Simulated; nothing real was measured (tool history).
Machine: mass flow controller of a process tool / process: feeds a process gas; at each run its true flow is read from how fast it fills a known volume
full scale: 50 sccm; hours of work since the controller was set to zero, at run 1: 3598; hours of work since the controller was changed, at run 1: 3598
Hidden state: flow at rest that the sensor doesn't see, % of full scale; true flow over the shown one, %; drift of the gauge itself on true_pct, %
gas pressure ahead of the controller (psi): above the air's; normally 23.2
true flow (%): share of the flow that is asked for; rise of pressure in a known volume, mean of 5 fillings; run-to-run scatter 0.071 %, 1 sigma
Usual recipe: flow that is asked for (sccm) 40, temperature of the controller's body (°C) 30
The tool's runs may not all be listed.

| run | hour | flow that is asked for (sccm) | gas pressure ahead of the controller (psi) | temperature of the controller's body (°C) | hours of work since the controller was set to zero | hours of work since the controller was changed | true flow (%) |
|---|---|---|---|---|---|---|---|
| 1 | 0 | 40 | 23.2 | 30 | 3598 | 3598 | 99.81 |
| 2 | 70.5 | 40 | 23.2 | 28 | 3654 | 3654 | 99.73 |
| 3 | 155 | 8 | 23.2 | 30 | 3721 | 3721 | 98.09 |
| 4 | 211.4 | 8 | 23.2 | 30 | 3765 | 3765 | 98.08 |
| 5 | 310.8 | 40 | 23.2 | 30 | 3844 | 3844 | 100.38 |
| 6 | 421 | 40 | 23.2 | 30 | 3931 | 3931 | 100.28 |
| 7 | 486.6 | 20 | 23.2 | 30 | 3983 | 3983 | 99.14 |
| 8 | 573 | 20 | 23.2 | 35 | 4051 | 4051 | 99.96 |
| 9 | 624.7 | 20 | 23.2 | 35 | 4092 | 4092 | 99.88 |
| 10 | 697.6 | 40 | 23.2 | 30 | 4149 | 4149 | 100.9 |
| 11 | 795 | 40 | 23.2 | 30 | 4226 | 4226 | 100.89 |
| 12 | 875.3 | 40 | 23.2 | 30 | 4290 | 4290 | 101.07 |
| 13 | 946.3 | 40 | 32.5 | 30 | 4346 | 4346 | 101.06 |
| 14 | 1048 | 40 | 32.5 | 30 | 4426 | 4426 | 101.09 |
| 15 | 1123.1 | 40 | 32.5 | 30 | 4486 | 4486 | 101.08 |
| 16 | 1221.6 | 40 | 32.5 | 30 | 4563 | 4563 | 101.23 |
| 17 | 1327.3 | 40 | 23.6 | 30 | 4647 | 4647 | 101.51 |
| 18 | 1422.5 | 40 | 20.7 | 37 | 4722 | 4722 | 102.29 |
| 19 | 1474 | 40 | 20.7 | 37 | 4763 | 4763 | 102.4 |
|  | 1546.8 | gauge calibrated |
| 20 | 1584.4 | 5 | 28.4 | 31 | 4850 | 4850 | 97.64 |
| 21 | 1670.8 | 40 | 23.2 | 33 | 4918 | 4918 | 100.37 |
| 22 | 1732.7 | 40 | 23.2 | 33 | 4967 | 4967 | 100.32 |
| 23 | 1806.9 | 40 | 23.2 | 33 | 5026 | 5026 | 100.49 |
| 24 | 1884.4 | 11 | 23.2 | 20 | 5087 | 5087 | 97.47 |
| 25 | 1985.4 | 11 | 26.1 | 31 | 5167 | 5167 | 98.53 |
| 26 | 2052.8 | 11 | 26.1 | 31 | 5220 | 5220 | 98.85 |
| 27 | 2105.5 | 40 | 36.5 | 30 | 5262 | 5262 | 100.41 |
| 28 | 2173 | 36 | 36.7 | 30 | 5315 | 5315 | 100.22 |
| 29 | 2287 | 36 | 36.7 | 32 | 5405 | 5405 | 100.61 |
| 30 | 2395.4 | 13 | 32.9 | 30 | 5491 | 5491 | 98.84 |
| 31 | 2479.8 | 13 | 32.9 | 30 | 5558 | 5558 | 99.24 |
| 32 | 2575.4 | 27 | 32.9 | 36 | 5633 | 5633 | 100.72 |
| 33 | 2633.3 | 45 | 35 | 36 | 5679 | 5679 | 102.02 |
| 34 | 2739.7 | 45 | 35 | 36 | 5763 | 5763 | 102.01 |

What if the next run were any one of these 5? Each begins from the tool's condition after run 34:
| A | 2789.9 | 16 | 31.6 | 30 | 5803 | 5803 | ? |
| B | 2789.9 | 6 | 22.9 | 36 | 5803 | 5803 | ? |
| C | 2789.9 | 8 | 22.8 | 36 | 5803 | 5803 | ? |
| D | 2789.9 | 19 | 23.4 | 30 | 5803 | 5803 | ? |
| E | 2789.9 | 22 | 35 | 36 | 5803 | 5803 | ? |

| run | true flow (%) |
|---|---|
| A | 99.7 |
| B | 99.62 |
| C | 100.02 |
| D | 100.06 |
| E | 100.74 |
Take away the tool's hidden state, keep each run's random variation, and the runs would have read:
| run | true flow (%) |
|---|---|
| A | 98.25 |
| B | 98.19 |
| C | 98.58 |
| D | 98.6 |
| E | 99.28 |
